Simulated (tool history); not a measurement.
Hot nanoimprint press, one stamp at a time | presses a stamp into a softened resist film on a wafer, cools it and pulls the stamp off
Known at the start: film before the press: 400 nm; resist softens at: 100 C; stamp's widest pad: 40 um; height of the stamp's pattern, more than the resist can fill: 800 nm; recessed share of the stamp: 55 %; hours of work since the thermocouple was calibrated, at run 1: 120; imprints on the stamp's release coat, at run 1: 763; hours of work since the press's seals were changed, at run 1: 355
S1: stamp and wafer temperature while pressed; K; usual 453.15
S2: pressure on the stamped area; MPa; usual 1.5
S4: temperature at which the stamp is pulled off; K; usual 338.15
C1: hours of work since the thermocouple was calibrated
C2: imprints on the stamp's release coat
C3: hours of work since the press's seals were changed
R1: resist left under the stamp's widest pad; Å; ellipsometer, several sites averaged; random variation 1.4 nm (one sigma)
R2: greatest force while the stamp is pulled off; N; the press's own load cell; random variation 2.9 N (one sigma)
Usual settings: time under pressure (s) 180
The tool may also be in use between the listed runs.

{"run": 1, "hour": 0.0, "S1": 453.15, "S2": 1.5, "time under pressure (s)": 180, "S4": 338.15, "C1": 120, "C2": 763, "C3": 355, "R1": 2228, "R2": 150}
{"run": 2, "hour": 22.7, "S1": 453.15, "S2": 1.5, "time under pressure (s)": 180, "S4": 338.15, "C1": 131, "C2": 856, "C3": 367, "R1": 2217, "R2": 159}
{"run": 3, "hour": 41.7, "S1": 453.15, "S2": 1.5, "time under pressure (s)": 180, "S4": 334.15, "C1": 141, "C2": 933, "C3": 377, "R1": 2225, "R2": 165}
{"run": 4, "hour": 56.8, "S1": 453.15, "S2": 1.82, "time under pressure (s)": 180, "S4": 338.15, "C1": 149, "C2": 995, "C3": 384, "R1": 2036, "R2": 161}
{"run": 5, "hour": 70.3, "S1": 453.15, "S2": 1.5, "time under pressure (s)": 180, "S4": 325.15, "C1": 156, "C2": 1050, "C3": 391, "R1": 2239, "R2": 204}
{"run": 6, "hour": 90.1, "S1": 453.15, "S2": 1.5, "time under pressure (s)": 180, "S4": 325.15, "C1": 166, "C2": 1131, "C3": 401, "R1": 2233, "R2": 204}
{"run": 7, "hour": 117.2, "S1": 453.15, "S2": 1.5, "time under pressure (s)": 180, "S4": 325.15, "C1": 180, "C2": 1241, "C3": 415, "R1": 2257, "R2": 208}
{"run": 8, "hour": 136.0, "S1": 453.15, "S2": 1.5, "time under pressure (s)": 180, "S4": 342.15, "C1": 189, "C2": 1318, "C3": 425, "R1": 2288, "R2": 147}
{"run": 9, "hour": 153.6, "S1": 453.15, "S2": 1.5, "time under pressure (s)": 329, "S4": 342.15, "C1": 198, "C2": 1390, "C3": 434, "R1": 1858, "R2": 152}
{"run": 10, "hour": 169.4, "S1": 453.15, "S2": 1.5, "time under pressure (s)": 329, "S4": 342.15, "C1": 206, "C2": 1455, "C3": 442, "R1": 1888, "R2": 155}
{"hour": 174.9, "done": "plate thermocouple calibrated"}
{"run": 11, "hour": 189.1, "S1": 453.15, "S2": 1.5, "time under pressure (s)": 329, "S4": 342.15, "C1": 7, "C2": 1523, "C3": 451, "R1": 1878, "R2": 159}
{"run": 12, "hour": 205.3, "S1": 453.15, "S2": 1.5, "time under pressure (s)": 329, "S4": 342.15, "C1": 16, "C2": 1589, "C3": 459, "R1": 1875, "R2": 156}
{"run": 13, "hour": 223.4, "S1": 453.15, "S2": 1.5, "time under pressure (s)": 329, "S4": 342.15, "C1": 25, "C2": 1663, "C3": 468, "R1": 1882, "R2": 163}
{"run": 14, "hour": 238.2, "S1": 453.15, "S2": 1.5, "time under pressure (s)": 329, "S4": 342.15, "C1": 32, "C2": 1724, "C3": 476, "R1": 1899, "R2": 162}
{"hour": 243.1, "done": "plate thermocouple calibrated, once more"}
{"run": 15, "hour": 260.2, "S1": 453.15, "S2": 1.5, "time under pressure (s)": 180, "S4": 338.15, "C1": 9, "C2": 1801, "C3": 486, "R1": 2221, "R2": 168}
{"run": 16, "hour": 286.8, "S1": 453.15, "S2": 0.98, "time under pressure (s)": 197, "S4": 338.15, "C1": 22, "C2": 1910, "C3": 499, "R1": 2598, "R2": 176}
{"run": 17, "hour": 302.5, "S1": 453.15, "S2": 0.98, "time under pressure (s)": 197, "S4": 338.15, "C1": 30, "C2": 1974, "C3": 507, "R1": 2603, "R2": 178}
{"run": 18, "hour": 329.6, "S1": 449.15, "S2": 1.63, "time under pressure (s)": 206, "S4": 327.15, "C1": 44, "C2": 2084, "C3": 521, "R1": 2260, "R2": 214}
{"run": 19, "hour": 350.0, "S1": 453.15, "S2": 1.37, "time under pressure (s)": 213, "S4": 338.15, "C1": 55, "C2": 2168, "C3": 532, "R1": 2200, "R2": 180}
{"run": 20, "hour": 378.9, "S1": 453.15, "S2": 1.5, "time under pressure (s)": 138, "S4": 338.15, "C1": 70, "C2": 2286, "C3": 547, "R1": 2407, "R2": 181}
{"hour": 404.3, "done": "stamp cleaned and given a new release coat"}
{"run": 21, "hour": 411.8, "S1": 450.15, "S2": 1.4, "time under pressure (s)": 143, "S4": 338.15, "C1": 83, "C2": 31, "C3": 560, "R1": 2612, "R2": 138}
{"run": 22, "hour": 425.5, "S1": 446.15, "S2": 1.5, "time under pressure (s)": 146, "S4": 338.15, "C1": 90, "C2": 86, "C3": 567, "R1": 2787, "R2": 146}
{"run": 23, "hour": 449.6, "S1": 458.15, "S2": 1.5, "time under pressure (s)": 180, "S4": 327.15, "C1": 103, "C2": 185, "C3": 580, "R1": 1988, "R2": 170}
{"run": 24, "hour": 477.9, "S1": 458.15, "S2": 1.5, "time under pressure (s)": 180, "S4": 327.15, "C1": 117, "C2": 300, "C3": 594, "R1": 2002, "R2": 176}
{"run": 25, "hour": 489.7, "S1": 454.15, "S2": 1.5, "time under pressure (s)": 180, "S4": 335.15, "C1": 123, "C2": 349, "C3": 600, "R1": 2184, "R2": 160}
{"run": 26, "hour": 507.5, "S1": 454.15, "S2": 1.5, "time under pressure (s)": 180, "S4": 335.15, "C1": 133, "C2": 421, "C3": 609, "R1": 2195, "R2": 152}
{"run": 27, "hour": 533.3, "S1": 454.15, "S2": 1.5, "time under pressure (s)": 180, "S4": 335.15, "C1": 146, "C2": 527, "C3": 623, "R1": 2202, "R2": 158}
{"run": 28, "hour": 553.1, "S1": 455.15, "S2": 1.77, "time under pressure (s)": 296, "S4": 335.15, "C1": 156, "C2": 608, "C3": 633, "R1": 1693, "R2": 159}
{"run": 29, "hour": 576.4, "S1": 455.15, "S2": 1.77, "time under pressure (s)": 296, "S4": 335.15, "C1": 168, "C2": 703, "C3": 645, "R1": 1683, "R2": 161}

4 ways to go on from here, each from the tool as it stands after run 29. What would each give?
{"run": "A", "hour": 599.3, "S1": 446.15, "S2": 2.02, "time under pressure (s)": 180, "S4": 332.15, "C1": 180, "C2": 796, "C3": 657, "R1": "?", "R2": "?"}
{"run": "B", "hour": 599.3, "S1": 455.15, "S2": 1.77, "time under pressure (s)": 300, "S4": 335.15, "C1": 180, "C2": 796, "C3": 657, "R1": "?", "R2": "?"}
{"run": "C", "hour": 599.3, "S1": 465.15, "S2": 1.5, "time under pressure (s)": 180, "S4": 338.15, "C1": 180, "C2": 796, "C3": 657, "R1": "?", "R2": "?"}
{"run": "D", "hour": 599.3, "S1": 443.15, "S2": 1.5, "time under pressure (s)": 217, "S4": 342.15, "C1": 180, "C2": 796, "C3": 657, "R1": "?", "R2": "?"}

run=A R1=2349 R2=163
run=B R1=1681 R2=162
run=C R1=1701 R2=148
run=D R1=2710 R2=143
Without the tool's hidden state the same runs would have given:
run=A R1=2230 R2=146
run=B R1=1594 R2=144
run=C R1=1625 R2=132
run=D R1=2606 R2=128

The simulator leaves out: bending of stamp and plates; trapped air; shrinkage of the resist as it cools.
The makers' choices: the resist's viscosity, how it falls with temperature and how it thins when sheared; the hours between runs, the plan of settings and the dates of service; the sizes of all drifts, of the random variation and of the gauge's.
